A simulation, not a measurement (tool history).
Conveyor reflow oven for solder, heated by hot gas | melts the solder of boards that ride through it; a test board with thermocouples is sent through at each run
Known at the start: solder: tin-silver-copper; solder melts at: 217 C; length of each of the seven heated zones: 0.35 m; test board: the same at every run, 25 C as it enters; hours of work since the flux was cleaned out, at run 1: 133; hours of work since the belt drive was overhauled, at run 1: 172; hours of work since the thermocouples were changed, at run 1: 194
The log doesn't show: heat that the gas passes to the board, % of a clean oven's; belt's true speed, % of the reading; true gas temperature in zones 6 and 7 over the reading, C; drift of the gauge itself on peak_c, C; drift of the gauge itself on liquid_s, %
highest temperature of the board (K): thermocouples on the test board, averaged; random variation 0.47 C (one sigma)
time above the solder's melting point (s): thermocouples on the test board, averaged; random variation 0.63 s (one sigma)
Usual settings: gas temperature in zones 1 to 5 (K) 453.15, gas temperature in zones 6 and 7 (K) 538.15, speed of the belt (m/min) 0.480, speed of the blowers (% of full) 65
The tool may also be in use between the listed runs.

run,hour,gas temperature in zones 1 to 5 (K),gas temperature in zones 6 and 7 (K),speed of the belt (m/min),speed of the blowers (% of full),hours of work since the flux was cleaned out,hours of work since the belt drive was overhauled,hours of work since the thermocouples were changed,highest temperature of the board (K),time above the solder's melting point (s)
1,0.0,453.15,538.15,0.480,65,133,172,194,521.45,64.1
2,8.6,453.15,526.15,0.480,65,140,178,201,511.15,52.9
3,16.9,438.15,538.15,0.480,65,146,184,207,518.85,55.1
4,22.1,453.15,541.15,0.480,65,150,188,210,523.85,65.9
5,27.2,453.15,541.15,0.480,65,153,192,214,524.75,66.7
6,33.3,453.15,541.15,0.480,65,158,196,219,523.65,65.4
# hour 48.2: flux residue cleaned out of gas plates and filters
7,48.2,453.15,538.15,0.480,65,0,203,226,523.05,64.4
8,59.0,453.15,538.15,0.480,65,8,211,234,522.35,64.4
9,69.3,453.15,538.15,0.480,65,15,219,241,522.35,65.0
10,75.6,453.15,538.15,0.480,65,20,223,246,523.05,64.8
11,84.9,439.15,538.15,0.480,65,27,230,253,519.25,55.9
12,92.4,439.15,538.15,0.480,65,32,236,258,519.65,56.8
13,97.6,453.15,538.15,0.452,65,36,240,262,523.45,72.3
14,107.1,453.15,534.15,0.452,65,43,247,269,521.25,68.1
15,118.6,453.15,534.15,0.452,53,52,255,277,518.55,63.2
16,127.9,453.15,538.15,0.480,65,58,262,284,522.05,65.1
17,137.7,453.15,538.15,0.480,65,66,269,291,521.55,65.3
18,144.3,453.15,533.15,0.480,61,70,274,296,517.25,59.1
19,154.5,453.15,533.15,0.480,61,78,281,304,517.55,60.0
# hour 159.2: belt drive overhauled, speed set with a stopwatch
20,166.1,461.15,541.15,0.400,68,83,5,309,531.55,94.2
21,174.0,461.15,541.15,0.400,68,89,11,315,531.85,93.2
22,182.5,440.15,538.15,0.385,69,95,17,321,526.95,83.9
23,187.7,449.15,538.15,0.385,89,99,21,325,531.25,92.7
24,192.7,449.15,538.15,0.385,89,103,25,329,531.55,90.9
25,203.0,455.15,545.15,0.526,57,110,32,336,522.65,59.2
26,207.9,452.15,544.15,0.526,78,114,36,340,526.55,61.5
27,215.5,452.15,548.15,0.399,78,120,41,345,537.95,94.5
28,222.6,452.15,548.15,0.399,78,125,46,351,537.95,94.2
# hour 227.7: belt drive overhauled, speed set with a stopwatch, once more
29,234.6,452.15,548.15,0.399,78,131,5,357,538.25,93.6
30,244.1,452.15,548.15,0.399,78,138,12,364,538.15,91.9
31,249.7,452.15,548.15,0.399,78,142,16,368,537.15,92.6

3 ways to go on from here, each from the tool as it stands after run 31. What would each give?
A,260.1,442.15,548.15,0.476,55,149,24,375,?,?
B,260.1,453.15,538.15,0.442,51,149,24,375,?,?
C,260.1,442.15,538.15,0.462,65,149,24,375,?,?

run,highest temperature of the board (K),time above the solder's melting point (s)
A,526.75,62.4
B,521.05,68.9
C,520.65,61.5
Without the tool's hidden state the same runs would have given:
run,highest temperature of the board (K),time above the solder's melting point (s)
A,527.25,63.2
B,521.15,69.5
C,521.05,62.5

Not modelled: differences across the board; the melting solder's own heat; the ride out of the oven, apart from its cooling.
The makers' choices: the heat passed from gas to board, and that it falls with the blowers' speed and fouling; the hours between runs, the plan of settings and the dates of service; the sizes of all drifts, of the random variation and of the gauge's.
